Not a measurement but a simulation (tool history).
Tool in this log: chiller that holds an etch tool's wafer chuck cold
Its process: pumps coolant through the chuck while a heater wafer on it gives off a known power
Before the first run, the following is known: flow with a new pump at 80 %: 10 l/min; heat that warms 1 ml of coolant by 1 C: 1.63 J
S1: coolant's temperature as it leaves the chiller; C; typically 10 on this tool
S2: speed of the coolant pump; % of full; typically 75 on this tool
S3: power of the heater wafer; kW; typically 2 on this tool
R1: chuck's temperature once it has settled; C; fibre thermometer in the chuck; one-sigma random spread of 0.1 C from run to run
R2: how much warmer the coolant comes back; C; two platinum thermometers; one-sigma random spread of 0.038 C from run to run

| run | hour | S1 | S2 | S3 | R1 | R2 |
|---|---|---|---|---|---|---|
| 1 | 0 | 10 | 75 | 2 | 26.9 | 7.93 |
| 2 | 26.4 | 10 | 75 | 2 | 26.8 | 7.87 |
| 3 | 54.8 | 10 | 75 | 1.982 | 26.6 | 7.86 |
| 4 | 73.9 | 10 | 67 | 2 | 28.6 | 8.91 |
| 5 | 89.7 | 9 | 75 | 2 | 25.7 | 7.93 |
| 6 | 108.8 | 9 | 75 | 2 | 25.7 | 7.89 |
| 7 | 126.2 | 9 | 75 | 2 | 26 | 7.88 |
| 8 | 148.1 | 9 | 75 | 2 | 25.8 | 7.93 |
| 9 | 160.6 | 9 | 75 | 2 | 25.9 | 7.93 |
| 10 | 173.3 | 9 | 75 | 2 | 25.9 | 7.87 |
| 11 | 186 | 10 | 75 | 2 | 27 | 7.86 |
| 12 | 198.8 | 10 | 75 | 2 | 27 | 7.86 |
| 13 | 218.4 | 10 | 75 | 2 | 26.7 | 7.86 |
| 14 | 233.6 | 10 | 94 | 2 | 23.6 | 6.23 |
| 15 | 247.2 | 10 | 94 | 2 | 23.7 | 6.25 |
| 16 | 261.6 | 10 | 94 | 2 | 23.7 | 6.29 |
| 17 | 285.4 | 10 | 94 | 1.093 | 17.5 | 3.42 |
| 18 | 306.6 | 9 | 80 | 2.161 | 26.1 | 7.95 |
| 19 | 319.6 | 16 | 80 | 2.902 | 38.9 | 10.72 |
| 20 | 348.2 | 10 | 61 | 2 | 30.4 | 9.85 |
| 21 | 377.8 | 4 | 61 | 1.457 | 18.9 | 7.16 |
| 22 | 390.2 | 4 | 61 | 1.457 | 18.9 | 7.14 |
| 23 | 414 | 4 | 61 | 2.67 | 31.2 | 13.13 |

Run 24, settings as shown, results not yet in. Your forecast:
| 24 | 428.7 | 4 | 61 | 2.67 | ? | ? |

{"run 24": {"R1": 31.3, "R2": 13.12}}
The same run, on a tool lacking any hidden state, would have yielded R1 31.3 C, R2 13.12 C.

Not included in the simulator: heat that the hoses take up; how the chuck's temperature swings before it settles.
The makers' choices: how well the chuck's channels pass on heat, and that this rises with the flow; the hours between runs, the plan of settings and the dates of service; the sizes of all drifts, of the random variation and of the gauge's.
